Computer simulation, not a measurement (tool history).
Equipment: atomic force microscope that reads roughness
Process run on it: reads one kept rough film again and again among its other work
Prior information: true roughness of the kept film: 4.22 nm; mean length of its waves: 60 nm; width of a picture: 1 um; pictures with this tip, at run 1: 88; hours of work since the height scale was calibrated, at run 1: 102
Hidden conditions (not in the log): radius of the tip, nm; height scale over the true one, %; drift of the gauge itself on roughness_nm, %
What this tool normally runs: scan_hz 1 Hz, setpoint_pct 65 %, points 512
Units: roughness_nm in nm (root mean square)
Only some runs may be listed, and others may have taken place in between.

| run | hour | scan_hz | setpoint_pct | points | pictures with this tip | hours of work since the height scale was calibrated | roughness_nm |
|---|---|---|---|---|---|---|---|
| 1 | 0 | 1 | 65 | 512 | 88 | 102 | 3.665 |
| 2 | 9.6 | 1 | 65 | 512 | 103 | 108 | 3.648 |
| 3 | 24.8 | 1 | 65 | 512 | 125 | 119 | 3.644 |
| 4 | 34.3 | 1 | 65 | 530 | 140 | 125 | 3.589 |
| 5 | 44.1 | 1 | 65 | 530 | 154 | 132 | 3.598 |
| 6 | 56.9 | 1 | 65 | 512 | 174 | 141 | 3.587 |
| 7 | 64.9 | 1 | 65 | 512 | 186 | 146 | 3.551 |
| 8 | 73.8 | 1 | 65 | 512 | 199 | 152 | 3.526 |
| 9 | 86 | 1 | 67 | 512 | 217 | 160 | 3.444 |
| 10 | 96.5 | 1 | 63 | 512 | 233 | 168 | 3.479 |
| 11 | 109 | 1 | 63 | 512 | 252 | 176 | 3.467 |
| 12 | 117 | 1 | 63 | 512 | 264 | 182 | 3.461 |
| 13 | 124.2 | 1 | 63 | 512 | 275 | 186 | 3.42 |
| 14 | 132.2 | 1 | 65 | 512 | 287 | 192 | 3.401 |
| 15 | 145.4 | 1 | 65 | 512 | 307 | 201 | 3.398 |
| 16 | 156.8 | 3.72 | 65 | 512 | 324 | 209 | 3.008 |
| 17 | 172.5 | 3.72 | 65 | 512 | 347 | 219 | 2.982 |
| 18 | 180.4 | 3.72 | 65 | 512 | 359 | 225 | 2.95 |
| 19 | 194.5 | 3.72 | 65 | 512 | 380 | 234 | 2.929 |
| 20 | 203.1 | 3.72 | 72 | 851 | 393 | 240 | 2.724 |
|  | 206 | new tip fitted |
| 21 | 214 | 3.12 | 65 | 371 | 12 | 247 | 3.478 |
| 22 | 223.4 | 1 | 64 | 321 | 26 | 254 | 3.784 |
|  | 225.9 | height scale calibrated on a step standard |
| 23 | 234.4 | 1.58 | 61 | 336 | 41 | 6 | 3.704 |
| 24 | 249.8 | 3.25 | 65 | 512 | 64 | 16 | 3.398 |
| 25 | 262.4 | 1 | 58 | 512 | 83 | 25 | 3.776 |
| 26 | 274.3 | 1 | 58 | 512 | 101 | 33 | 3.736 |
| 27 | 283.9 | 1.94 | 65 | 512 | 115 | 40 | 3.494 |
|  | 294 | height scale calibrated on a step standard, once more |
| 28 | 299.7 | 1.15 | 63 | 462 | 138 | 4 | 3.594 |
| 29 | 310 | 1.15 | 63 | 462 | 153 | 11 | 3.546 |
| 30 | 317.2 | 0.65 | 63 | 734 | 164 | 16 | 3.641 |
| 31 | 324.8 | 0.69 | 67 | 512 | 175 | 21 | 3.589 |
| 32 | 334.2 | 0.69 | 67 | 512 | 190 | 27 | 3.575 |
| 33 | 343.4 | 0.69 | 67 | 512 | 203 | 34 | 3.576 |
| 34 | 353.2 | 1.03 | 68 | 271 | 218 | 40 | 3.452 |
| 35 | 361.7 | 1.03 | 68 | 271 | 231 | 46 | 3.423 |
| 36 | 376.7 | 2.18 | 59 | 399 | 253 | 57 | 3.375 |
| 37 | 384.8 | 2.18 | 59 | 399 | 266 | 62 | 3.325 |
| 38 | 391.7 | 2.18 | 59 | 399 | 276 | 67 | 3.334 |

Alternative continuations, all from the tool just after run 38; predict every row:
| A | 401.6 | 1 | 69 | 512 | 291 | 73 | ? |
| B | 401.6 | 1.56 | 70 | 461 | 291 | 73 | ? |
| C | 401.6 | 1 | 85 | 558 | 291 | 73 | ? |
| D | 401.6 | 2.18 | 59 | 321 | 291 | 73 | ? |
| E | 401.6 | 1 | 65 | 440 | 291 | 73 | ? |

| run | roughness_nm |
|---|---|
| A | 3.351 |
| B | 3.234 |
| C | 3.117 |
| D | 3.297 |
| E | 3.416 |
Without the tool's unlogged condition, the same runs would have read:
| run | roughness_nm |
|---|---|
| A | 3.808 |
| B | 3.675 |
| C | 3.542 |
| D | 3.747 |
| E | 3.882 |
